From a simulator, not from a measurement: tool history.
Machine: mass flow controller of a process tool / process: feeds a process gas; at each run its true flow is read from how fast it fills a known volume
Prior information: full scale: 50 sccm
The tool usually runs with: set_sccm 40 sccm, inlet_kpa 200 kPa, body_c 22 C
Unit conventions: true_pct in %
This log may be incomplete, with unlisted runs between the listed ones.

Run 1, hour 0: usual settings. Result: true_pct 99.57 %.
Run 2, hour 97.6: usual settings. Result: true_pct 99.7 %.
Run 3, hour 223.8: usual settings. Result: true_pct 99.74 %.
Run 4, hour 321.2: usual settings. Result: true_pct 99.73 %.
Run 5, hour 525.1: usual settings. Result: true_pct 99.7 %.
Run 6, hour 743.8: usual settings but body_c 36 C. Result: true_pct 100.87 %.
Run 7, hour 960.4: usual settings but body_c 36 C. Result: true_pct 100.88 %.
Run 8, hour 1063.8: usual settings but body_c 36 C. Result: true_pct 101 %.
Run 9, hour 1252.6: usual settings but inlet_kpa 176 kPa. Result: true_pct 100.14 %.
Run 10, hour 1348.6: usual settings but set_sccm 34 sccm, inlet_kpa 176 kPa, body_c 38 C. Result: true_pct 101.34 %.
Run 11, hour 1549.5: usual settings but inlet_kpa 234 kPa. Result: true_pct 100.01 %.
Run 12, hour 1749.5: usual settings but inlet_kpa 234 kPa. Result: true_pct 99.83 %.
Run 13, hour 1956.8: usual settings but inlet_kpa 234 kPa. Result: true_pct 100.16 %.
Run 14, hour 2117.1: usual settings but inlet_kpa 234 kPa. Result: true_pct 100.17 %.
Run 15, hour 2335.3: usual settings but set_sccm 19 sccm. Result: true_pct 100.15 %.
Run 16, hour 2464.5: usual settings but set_sccm 25 sccm, inlet_kpa 255 kPa. Result: true_pct 99.97 %.
Run 17, hour 2681.4: usual settings but set_sccm 25 sccm, inlet_kpa 277 kPa. Result: true_pct 99.85 %.
Run 18, hour 2826.7: usual settings but set_sccm 25 sccm, inlet_kpa 277 kPa. Result: true_pct 99.78 %.

A few steps of true_pct between consecutive runs. Split each: what settings, incoming material and random variation would produce without the hidden state, and what is left over for the hidden state, along with gauge scatter present in only one of the two compared results (measured, and without hidden state):
Hidden state at play: flow at rest that the sensor doesn't see, % of full scale; true flow over the shown one, %; drift of the gauge itself on true_pct, %.
Run 5 -> 6: body_c 22 -> 36. true_pct +1.17 %: hidden state +0.07, all else +1.1.
Run 10 -> 11: set_sccm 34 -> 40, inlet_kpa 176 -> 234, body_c 38 -> 22. true_pct -1.33 %: hidden state +0.05, all else -1.38.
